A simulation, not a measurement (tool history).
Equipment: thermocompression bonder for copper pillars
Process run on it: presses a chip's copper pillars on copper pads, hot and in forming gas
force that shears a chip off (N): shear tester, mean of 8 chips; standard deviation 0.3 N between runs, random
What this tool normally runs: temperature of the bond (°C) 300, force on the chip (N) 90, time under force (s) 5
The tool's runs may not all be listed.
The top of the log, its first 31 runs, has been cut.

run	hour	temperature of the bond (°C)	force on the chip (N)	time under force (s)	hours of work since the heater was calibrated	hours of work since the force cell was calibrated	hours of work since the gas filter was changed	force that shears a chip off (N)
32	385.2	280	90	3	387	642	172	34
33	397.4	280	90	3	393	649	179	33.7
34	405.3	328	90	14	397	653	183	80.5
35	418.9	328	90	14	405	660	190	79.8
36	436.5	328	90	14	414	670	200	79.5
37	443.9	328	90	14	418	674	204	79
38	458.7	287	90	14	426	681	212	61.8
39	472.3	287	90	14	433	689	219	61.7
40	489.6	280	120	12	443	698	228	64.1

Alternative continuations, all from the tool just after run 40; predict every row:
# hour 501.2: gauge calibrated
A	501.6	280	120	5	449	705	235	?
# hour 501.2: gauge calibrated
B	501.6	288	90	5	449	705	235	?
# hour 501.2: gauge calibrated
C	501.6	283	109	9	449	705	235	?

run	force that shears a chip off (N)
A	52.6
B	46.5
C	62
Without the tool's hidden state the same runs would have given:
run	force that shears a chip off (N)
A	52.6
B	46.6
C	62
